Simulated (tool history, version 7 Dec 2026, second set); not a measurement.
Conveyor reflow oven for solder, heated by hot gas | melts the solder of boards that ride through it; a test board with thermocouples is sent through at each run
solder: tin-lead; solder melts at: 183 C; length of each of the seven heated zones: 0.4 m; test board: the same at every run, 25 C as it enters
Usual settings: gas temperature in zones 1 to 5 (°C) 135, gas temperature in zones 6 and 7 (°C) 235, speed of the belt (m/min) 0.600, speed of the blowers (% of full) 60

run,hour,gas temperature in zones 1 to 5 (°C),gas temperature in zones 6 and 7 (°C),speed of the belt (m/min),speed of the blowers (% of full),highest temperature of the board (°C),time above the solder's melting point (s)
1,0.0,135,235,0.600,60,215.0,56.4
2,26.6,135,235,0.600,60,214.6,56.9
3,71.5,135,235,0.546,60,217.8,64.7
4,114.8,135,235,0.600,60,214.3,56.6
# hour 125.3: flux residue cleaned out of gas plates and filters
5,167.5,135,235,0.600,60,215.8,57.6
6,199.4,135,235,0.600,60,215.1,58.6
7,227.0,135,235,0.600,60,215.6,57.4
8,268.8,135,235,0.600,60,217.0,57.1
9,306.7,135,235,0.600,60,215.8,57.8
10,329.3,135,245,0.600,60,224.1,64.4
11,369.8,135,235,0.600,60,215.9,58.1
12,404.2,135,235,0.600,60,215.3,56.6
13,431.7,135,235,0.600,60,214.8,57.7
14,466.3,135,235,0.600,60,214.8,56.8
15,503.6,137,235,0.600,60,215.0,57.1
16,528.4,137,235,0.600,60,215.6,57.9
# hour 559.5: thermocouples of zones 6 and 7 changed
17,570.5,135,235,0.625,73,217.8,57.6
18,592.4,126,225,0.625,54,201.4,36.7
19,625.8,135,235,0.600,78,220.3,61.3
20,662.5,144,248,0.585,73,232.4,75.3
# hour 689.6: flux residue cleaned out of gas plates and filters
21,689.6,144,248,0.585,73,233.8,75.0
22,733.4,135,235,0.719,68,212.4,44.4
23,764.0,135,235,0.719,53,207.9,39.7
24,799.2,135,235,0.719,53,207.3,39.3
25,840.4,135,235,0.719,53,206.6,39.1

Measured less the same run without the tool's hidden state. The same run-to-run variation is in both; the gauge's scatter may not be:
The hidden state here: heat that the gas passes to the board, % of a clean oven's; belt's true speed, % of the reading; true gas temperature in zones 6 and 7 over the reading, C; drift of the gauge itself on peak_c, C; drift of the gauge itself on liquid_s, %.
run,highest temperature of the board (°C),time above the solder's melting point (s)
1,-2.2,-2.0
2,-2.2,-2.2
3,-2.3,-2.1
4,-2.7,-2.5
5,-1.0,-0.7
6,-1.1,-0.7
7,-1.2,-0.9
8,-1.4,-1.1
9,-1.6,-1.2
10,-1.7,-1.0
11,-1.9,-1.5
12,-2.1,-1.6
13,-2.2,-1.8
14,-2.3,-2.0
15,-2.4,-2.0
16,-2.6,-2.1
17,-1.5,-1.1
18,-1.4,-2.0
19,-1.8,-1.2
20,-1.8,-0.4
21,+0.1,+0.5
22,-0.1,+0.2
23,-0.3,+0.1
24,-0.4,-0.2
25,-0.6,-0.4

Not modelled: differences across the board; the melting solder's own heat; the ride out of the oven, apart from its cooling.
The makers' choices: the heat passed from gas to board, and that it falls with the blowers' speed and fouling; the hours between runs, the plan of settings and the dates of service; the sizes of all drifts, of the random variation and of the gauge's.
